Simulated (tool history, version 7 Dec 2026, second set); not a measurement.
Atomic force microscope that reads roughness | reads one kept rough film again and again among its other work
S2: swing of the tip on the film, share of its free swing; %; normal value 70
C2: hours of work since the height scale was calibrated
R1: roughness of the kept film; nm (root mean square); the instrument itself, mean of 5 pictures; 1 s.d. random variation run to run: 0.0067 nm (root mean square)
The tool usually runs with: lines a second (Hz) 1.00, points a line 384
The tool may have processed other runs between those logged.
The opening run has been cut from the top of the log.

run 2 day=0.779 | lines_a_second_(Hz)=1.35 S2=70 points_a_line=384 | pictures_with_this_tip=99 C2=580 | R1=1.054
run 3 day=1.475 | lines_a_second_(Hz)=1.35 S2=70 points_a_line=384 | pictures_with_this_tip=122 C2=591 | R1=1.001
run 4 day=2.004 | lines_a_second_(Hz)=1.35 S2=70 points_a_line=384 | pictures_with_this_tip=140 C2=600 | R1=0.981
-- day=2.442 new tip fitted
run 5 day=2.492 | lines_a_second_(Hz)=1.20 S2=70 points_a_line=384 | pictures_with_this_tip=2 C2=607 | R1=1.308
run 6 day=3.229 | lines_a_second_(Hz)=1.00 S2=87 points_a_line=384 | pictures_with_this_tip=27 C2=619 | R1=1.183
run 7 day=3.712 | lines_a_second_(Hz)=1.00 S2=57 points_a_line=384 | pictures_with_this_tip=43 C2=627 | R1=1.229
run 8 day=4.283 | lines_a_second_(Hz)=1.00 S2=70 points_a_line=384 | pictures_with_this_tip=62 C2=636 | R1=1.156
run 9 day=5.221 | lines_a_second_(Hz)=1.00 S2=70 points_a_line=384 | pictures_with_this_tip=93 C2=651 | R1=1.083
run 10 day=5.854 | lines_a_second_(Hz)=0.80 S2=70 points_a_line=384 | pictures_with_this_tip=114 C2=661 | R1=1.051
run 11 day=6.771 | lines_a_second_(Hz)=0.80 S2=70 points_a_line=384 | pictures_with_this_tip=145 C2=675 | R1=0.992
-- day=7.050 new tip fitted
run 12 day=7.496 | lines_a_second_(Hz)=0.80 S2=70 points_a_line=384 | pictures_with_this_tip=15 C2=686 | R1=1.298
run 13 day=8.196 | lines_a_second_(Hz)=0.80 S2=70 points_a_line=384 | pictures_with_this_tip=38 C2=698 | R1=1.232
run 14 day=8.821 | lines_a_second_(Hz)=0.80 S2=70 points_a_line=384 | pictures_with_this_tip=59 C2=707 | R1=1.189
run 15 day=9.292 | lines_a_second_(Hz)=0.80 S2=70 points_a_line=384 | pictures_with_this_tip=75 C2=715 | R1=1.156
run 16 day=10.054 | lines_a_second_(Hz)=1.16 S2=70 points_a_line=384 | pictures_with_this_tip=100 C2=727 | R1=1.081
run 17 day=10.858 | lines_a_second_(Hz)=0.84 S2=64 points_a_line=401 | pictures_with_this_tip=127 C2=740 | R1=1.047
run 18 day=11.542 | lines_a_second_(Hz)=0.84 S2=64 points_a_line=401 | pictures_with_this_tip=150 C2=751 | R1=1.004
-- day=11.708 new tip fitted
run 19 day=12.212 | lines_a_second_(Hz)=0.97 S2=66 points_a_line=605 | pictures_with_this_tip=16 C2=761 | R1=1.289
run 20 day=12.629 | lines_a_second_(Hz)=0.97 S2=66 points_a_line=605 | pictures_with_this_tip=30 C2=768 | R1=1.243
run 21 day=13.175 | lines_a_second_(Hz)=1.78 S2=70 points_a_line=331 | pictures_with_this_tip=49 C2=776 | R1=1.136
run 22 day=13.658 | lines_a_second_(Hz)=0.57 S2=70 points_a_line=384 | pictures_with_this_tip=65 C2=784 | R1=1.159
run 23 day=14.300 | lines_a_second_(Hz)=1.34 S2=64 points_a_line=468 | pictures_with_this_tip=86 C2=794 | R1=1.111
run 24 day=15.121 | lines_a_second_(Hz)=2.53 S2=64 points_a_line=661 | pictures_with_this_tip=114 C2=807 | R1=1.014

Run 25 comes next. What will it give?
run 25 day=15.517 | lines_a_second_(Hz)=1.00 S2=56 points_a_line=384 | pictures_with_this_tip=127 C2=813 | R1=?

{"run 25": {"R1": 1.023}}
Minus the tool's unlogged condition, the same run would have read R1 1.370 nm (root mean square).

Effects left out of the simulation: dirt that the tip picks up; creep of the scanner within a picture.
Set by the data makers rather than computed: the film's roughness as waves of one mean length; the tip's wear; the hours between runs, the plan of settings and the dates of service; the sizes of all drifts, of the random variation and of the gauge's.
